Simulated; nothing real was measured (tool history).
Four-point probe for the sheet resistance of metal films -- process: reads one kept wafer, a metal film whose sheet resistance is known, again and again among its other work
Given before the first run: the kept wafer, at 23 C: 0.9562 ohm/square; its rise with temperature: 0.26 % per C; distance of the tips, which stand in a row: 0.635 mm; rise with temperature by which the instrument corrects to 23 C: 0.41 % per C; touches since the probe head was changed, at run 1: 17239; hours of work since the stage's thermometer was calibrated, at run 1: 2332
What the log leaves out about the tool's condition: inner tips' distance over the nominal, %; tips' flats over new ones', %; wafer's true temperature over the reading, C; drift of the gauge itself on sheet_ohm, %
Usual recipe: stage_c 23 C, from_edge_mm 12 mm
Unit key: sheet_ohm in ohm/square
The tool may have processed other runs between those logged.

run,hour,stage_c,from_edge_mm,touches since the probe head was changed,hours of work since the stage's thermometer was calibrated,sheet_ohm
1,0.0,23,12,17239,2332,0.958427
2,26.0,23,7,17584,2343,0.960997
3,49.2,23,7,17893,2353,0.960966
4,72.9,23,12,18207,2364,0.958205
# hour 78.0: stage's thermometer calibrated
5,107.4,23,12,18658,13,0.956926
6,144.6,23,12,19152,30,0.957075
7,181.6,23,12,19643,46,0.956603
8,209.1,23,12,20009,58,0.956876
9,256.7,23,12,20639,79,0.956892
10,280.6,23,12,20958,90,0.956911
# hour 287.9: stage's thermometer calibrated, once more
11,327.9,23,12,21578,18,0.959904
12,352.0,23,12,21898,28,0.960257
13,388.5,35,12,22382,45,0.943756
14,438.7,35,12,23048,67,0.943537
15,467.1,34,12,23426,79,0.944705
16,524.4,34,12,24186,105,0.944491
17,575.8,23,4,24868,128,0.971423
18,601.4,22,12,25208,139,0.961385
19,642.7,22,12,25756,157,0.961126
20,691.2,23,12,26400,179,0.959497
21,720.5,23,53,26789,192,0.958416
22,755.9,23,53,27258,207,0.958403
23,810.2,23,20,27979,231,0.958621
24,842.1,30,63,28402,246,0.948551
25,893.7,30,63,29087,268,0.948381
26,921.1,30,63,29451,281,0.948394
27,961.2,21,63,29983,298,0.960911
28,1014.1,32,23,30685,322,0.945922
29,1067.9,35,3,31399,346,0.963777
30,1118.3,35,3,32068,368,0.964086
31,1142.9,23,25,32395,379,0.958102
32,1168.8,23,25,32738,390,0.957803
33,1223.4,23,25,33464,415,0.957970
34,1256.8,23,25,33906,429,0.957673
35,1310.5,20,14,34619,453,0.963257
36,1341.6,20,14,35031,467,0.962749
37,1386.9,32,13,35632,487,0.946571
38,1429.7,25,27,36200,506,0.954872
39,1472.9,25,27,36774,525,0.954681
40,1501.0,32,13,37147,538,0.946374
41,1551.6,32,6,37819,560,0.950710
42,1587.2,33,7,38291,576,0.947848
43,1634.5,19,31,38920,597,0.963392
44,1674.0,19,31,39443,614,0.963422

Each row is a separate what-if for the run after 44, all from the same tool condition, not one after another. Results?
A,1697.3,20,38,39753,625,?
B,1697.3,22,12,39753,625,?
C,1697.3,24,25,39753,625,?
D,1697.3,29,4,39753,625,?

run,sheet_ohm
A,0.961743
B,0.959885
C,0.955815
D,0.961581
Without the tool's hidden state the same runs would have given:
run,sheet_ohm
A,0.960742
B,0.958883
C,0.954816
D,0.960571
